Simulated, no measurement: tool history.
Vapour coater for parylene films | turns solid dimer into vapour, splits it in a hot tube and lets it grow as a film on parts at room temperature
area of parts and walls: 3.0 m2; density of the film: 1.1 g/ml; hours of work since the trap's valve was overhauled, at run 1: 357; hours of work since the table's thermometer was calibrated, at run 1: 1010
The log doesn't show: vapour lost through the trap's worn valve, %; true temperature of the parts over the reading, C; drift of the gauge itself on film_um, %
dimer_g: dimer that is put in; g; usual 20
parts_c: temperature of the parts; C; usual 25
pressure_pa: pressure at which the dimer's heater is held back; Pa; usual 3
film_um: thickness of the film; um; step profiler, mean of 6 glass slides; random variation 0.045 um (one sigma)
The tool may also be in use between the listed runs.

run    hour  dimer_g  parts_c  pressure_pa  hours of work since the trap's valve was overhauled  hours of work since the table's thermometer was calibrated  film_um
  1       0       20       25            3                                                  357                                                        1010     4.62
  2    50.3       20       25            3                                                  380                                                        1033     4.69
  3   107.5       20       25            3                                                  406                                                        1059     4.64
  4   141.7       20       25            3                                                  421                                                        1075     4.61
  5   200.4       20       25            3                                                  448                                                        1101     4.57
      252.4  -- trap's valve overhauled
  6   255.4       20       25            3                                                    1                                                        1125     5.03
  7   314.9       20       25            3                                                   28                                                        1152     4.88
  8   357.3       15       25            3                                                   48                                                        1171     3.71
  9   389.3       20       25            3                                                   62                                                        1185     4.98
 10   435.5       20       25            3                                                   83                                                        1206     4.92
 11   467.4       20       25            3                                                   98                                                        1221     4.93
 12   513.3       15       25            3                                                  118                                                        1242     3.74
 13     565       15       25            3                                                  142                                                        1265     3.63
 14   604.6       15       25            3                                                  160                                                        1283     3.66
 15   639.8       15       25            3                                                  176                                                        1299     3.63
 16   669.6       15       25            3                                                  190                                                        1313     3.64
 17   722.9       20       31          2.6                                                  214                                                        1337     4.28
 18   780.9       33       20            3                                                  240                                                        1363     8.81
 19   824.9       33       20            3                                                  260                                                        1383     8.83
 20   861.6       18       26         4.73                                                  277                                                        1400     3.87
 21   900.4       18       26         4.73                                                  294                                                        1418     3.84
 22   927.8        9       23         2.72                                                  307                                                        1430     2.26
 23   951.9       20       25         8.67                                                  318                                                        1441     3.85
 24   991.3       20       25         8.67                                                  336                                                        1459     3.77
 25  1049.9       20       25         8.67                                                  362                                                        1485     3.76
 26  1077.2        9       25         9.31                                                  375                                                        1498     1.71
 27  1121.2        9       25         9.31                                                  395                                                        1518     1.66
 28    1156       20       25            3                                                  410                                                        1534      4.6
 29  1204.2       20       24         2.85                                                  432                                                        1556     4.76
 30  1262.8       15       24         8.73                                                  459                                                        1582     2.83
     1290.7  -- trap's valve overhauled
 31    1320       15       24         8.73                                                   13                                                        1606     3.17
 32  1373.7       15       24         8.73                                                   38                                                        1631     3.11

Measured less the same run without the tool's hidden state. The same run-to-run variation is in both; the gauge's scatter may not be:
run  film_um
  1    -0.33
  2    -0.35
  3    -0.38
  4    -0.39
  5     -0.4
  6    -0.01
  7    -0.03
  8    -0.03
  9    -0.07
 10    -0.08
 11    -0.09
 12    -0.09
 13     -0.1
 14    -0.12
 15    -0.13
 16    -0.13
 17    -0.17
 18    -0.41
 19    -0.43
 20     -0.2
 21    -0.21
 22    -0.13
 23    -0.23
 24    -0.25
 25    -0.27
 26    -0.13
 27    -0.13
 28    -0.37
 29     -0.4
 30    -0.26
 31    +0.01
 32       +0
